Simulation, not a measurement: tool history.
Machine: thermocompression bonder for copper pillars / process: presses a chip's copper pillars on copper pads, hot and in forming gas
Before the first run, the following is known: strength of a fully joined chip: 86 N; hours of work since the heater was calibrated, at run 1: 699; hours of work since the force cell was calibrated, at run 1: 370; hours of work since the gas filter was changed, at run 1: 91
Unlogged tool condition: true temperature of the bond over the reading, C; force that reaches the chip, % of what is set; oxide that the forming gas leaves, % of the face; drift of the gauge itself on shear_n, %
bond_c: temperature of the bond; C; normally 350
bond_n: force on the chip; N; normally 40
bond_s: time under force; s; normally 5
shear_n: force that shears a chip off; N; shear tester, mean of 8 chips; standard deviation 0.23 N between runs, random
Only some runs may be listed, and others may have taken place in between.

run	hour	bond_c	bond_n	bond_s	hours of work since the heater was calibrated	hours of work since the force cell was calibrated	hours of work since the gas filter was changed	shear_n
1	0.0	350	40	5	699	370	91	51.4
# hour 24.7: forming gas filter changed
2	55.2	350	28	5	725	396	14	37.8
3	87.2	350	28	5	740	411	30	38.4
4	157.5	350	28	5	774	445	63	37.4
5	213.5	350	28	5	800	471	90	37.1
# hour 242.8: forming gas filter changed
6	286.2	350	28	5	835	505	21	38.4
7	325.7	350	28	5	853	524	39	37.9
8	399.1	350	28	5	888	559	74	37.5
9	432.7	350	28	5	904	575	90	37.1
# hour 462.2: forming gas filter changed
10	492.0	350	40	5	932	603	14	52.9
11	539.1	350	40	5	955	625	37	52.3
12	607.9	350	40	5	987	658	69	51.5
13	640.3	350	40	5	1003	673	85	51.3
14	672.4	350	40	5	1018	689	100	50.1
# hour 676.2: forming gas filter changed
15	731.4	350	40	5	1046	717	26	52.2
16	766.5	350	40	5	1062	733	43	52.4
17	810.4	350	40	5	1083	754	64	51.7
18	852.4	350	40	5	1103	774	84	51.5
# hour 892.0: forming gas filter changed
19	913.4	350	29	5	1132	803	10	39.6
20	986.4	350	29	5	1167	837	45	38.8
21	1048.5	350	29	5	1196	867	74	38.6
# hour 1106.4: forming gas filter changed
22	1112.7	344	42	5	1226	897	3	51.8
23	1165.9	344	42	5	1252	922	28	51.7
24	1202.9	344	42	5	1269	940	46	50.6
25	1262.6	359	30	4	1298	968	74	41.1
# hour 1288.7: force cell calibrated
26	1300.3	359	30	4	1315	6	91	39.2
# hour 1322.1: forming gas filter changed
27	1369.8	354	57	3	1348	38	23	60.3
28	1406.3	354	57	3	1365	56	40	59.8
29	1462.1	334	40	3	1391	82	67	35.4
30	1502.0	350	41	5	1410	101	85	51.0
# hour 1538.8: forming gas filter changed
31	1557.1	348	60	3	1436	127	9	59.8
32	1618.8	350	46	5	1466	156	38	56.7
33	1672.8	350	44	7	1491	182	64	59.2
34	1703.3	351	60	7	1506	197	78	70.5
# hour 1754.3: forming gas filter changed
35	1766.1	376	60	7	1535	226	6	80.6
36	1826.6	376	60	7	1564	255	34	79.6
37	1883.3	352	43	5	1591	282	61	54.2
38	1941.5	352	43	5	1619	309	89	53.6

Branching from run 38: 4 alternative next runs. What would each branch give?
# hour 1971.7: forming gas filter changed
# hour 1995.7: heater calibrated with a thermocouple chip
A	2010.7	337	40	5	7	341	18	?
# hour 1971.7: forming gas filter changed
# hour 1995.7: heater calibrated with a thermocouple chip
B	2010.7	369	40	4	7	341	18	?
# hour 1971.7: forming gas filter changed
# hour 1995.7: heater calibrated with a thermocouple chip
C	2010.7	348	43	10	7	341	18	?
# hour 1971.7: forming gas filter changed
# hour 1995.7: heater calibrated with a thermocouple chip
D	2010.7	333	36	5	7	341	18	?

run	shear_n
A	48.7
B	60.1
C	67.5
D	42.2
Without the tool's hidden state the same runs would have given:
run	shear_n
A	48.0
B	59.5
C	67.0
D	41.5
